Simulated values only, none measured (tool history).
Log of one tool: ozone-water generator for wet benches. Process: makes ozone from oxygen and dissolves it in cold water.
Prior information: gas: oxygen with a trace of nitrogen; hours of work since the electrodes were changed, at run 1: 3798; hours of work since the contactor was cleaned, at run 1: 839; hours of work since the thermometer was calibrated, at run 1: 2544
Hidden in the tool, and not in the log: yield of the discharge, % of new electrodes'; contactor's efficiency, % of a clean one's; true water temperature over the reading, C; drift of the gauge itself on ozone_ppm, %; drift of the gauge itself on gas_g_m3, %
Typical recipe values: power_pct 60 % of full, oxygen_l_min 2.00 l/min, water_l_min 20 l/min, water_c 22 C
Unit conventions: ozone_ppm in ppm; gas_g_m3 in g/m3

run	hour	power_pct	oxygen_l_min	water_l_min	water_c	hours of work since the electrodes were changed	hours of work since the contactor was cleaned	hours of work since the thermometer was calibrated	ozone_ppm	gas_g_m3
1	0.0	60	2.00	20	22	3798	839	2544	8.0	197.3
2	149.2	60	2.00	20	22	3929	970	2675	8.2	196.9
3	236.7	60	2.00	20	22	4006	1047	2752	8.2	197.3
4	426.8	60	2.00	20	22	4173	1214	2919	7.9	196.5
5	585.6	60	2.00	20	22	4312	1354	3058	7.7	194.4
6	754.1	60	2.00	20	22	4460	1501	3206	7.9	193.9
7	842.8	60	1.35	20	16	4538	1579	3284	7.5	240.1
8	1039.3	60	2.71	20	27	4711	1752	3457	7.6	162.2
9	1139.5	42	2.00	20	22	4799	1840	3545	5.8	143.7
10	1243.2	55	3.28	17	16	4890	1931	3636	9.9	138.1
11	1352.1	81	1.34	20	26	4986	2027	3731	8.4	296.1

Below are 3 alternative next runs, each starting from the tool's condition after run 11. Predict each:
# hour 1419.7: water thermometer calibrated
A	1534.7	57	2.00	20	22	5146	2187	101	?	?
# hour 1419.7: water thermometer calibrated
B	1534.7	60	2.00	28	23	5146	2187	101	?	?
# hour 1419.7: water thermometer calibrated
C	1534.7	97	2.74	20	19	5146	2187	101	?	?

run	ozone_ppm	gas_g_m3
A	7.1	182.5
B	4.8	189.6
C	12.0	230.9
The same runs, with their run-to-run variation unchanged, on a tool lacking any hidden condition would have given:
run	ozone_ppm	gas_g_m3
A	8.6	213.0
B	5.9	223.1
C	15.6	293.4
